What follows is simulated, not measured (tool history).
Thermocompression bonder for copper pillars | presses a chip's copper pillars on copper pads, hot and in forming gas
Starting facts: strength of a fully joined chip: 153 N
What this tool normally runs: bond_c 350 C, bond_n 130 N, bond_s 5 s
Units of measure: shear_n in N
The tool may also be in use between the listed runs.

run,hour,bond_c,bond_n,bond_s,shear_n
1,0.0,350,130,5,82.8
2,34.9,350,130,5,83.9
3,58.4,323,130,5,66.4
4,90.0,323,130,5,65.6
5,119.3,323,130,6,70.6
6,139.8,350,130,15,112.8
7,175.2,350,130,15,112.0
8,211.6,350,88,5,67.8
9,250.2,350,130,5,83.5
10,287.5,350,130,5,81.9
11,326.5,350,130,5,82.0
12,365.8,350,164,5,92.1
13,408.4,350,164,5,91.7
14,426.3,350,164,5,93.0
15,452.4,373,130,5,97.6
16,492.6,373,130,5,95.0
17,514.5,373,130,5,95.6
18,552.4,373,94,5,81.2
19,589.4,373,94,5,82.4
20,608.8,373,94,5,80.5
21,628.8,335,91,7,67.3
22,649.8,335,91,7,65.8
23,668.9,335,91,7,64.7
24,703.6,335,91,7,65.5
25,740.0,335,91,7,65.1
26,757.4,335,91,7,65.6
27,790.6,321,130,12,84.0
28,814.9,350,147,5,86.1
29,852.7,350,147,5,85.9
30,879.3,350,147,5,85.5
# hour 887.2: forming gas filter changed
31,917.3,322,147,6,74.1
32,954.7,322,111,9,73.4

For run 33, what comes out?
# hour 963.5: heater calibrated with a thermocouple chip
33,993.3,374,136,10,?

Run 33 measured shear_n 125.3 N.
Were there no unlogged condition in the tool, this run, its random variation unchanged, would have produced shear_n 124.4 N.

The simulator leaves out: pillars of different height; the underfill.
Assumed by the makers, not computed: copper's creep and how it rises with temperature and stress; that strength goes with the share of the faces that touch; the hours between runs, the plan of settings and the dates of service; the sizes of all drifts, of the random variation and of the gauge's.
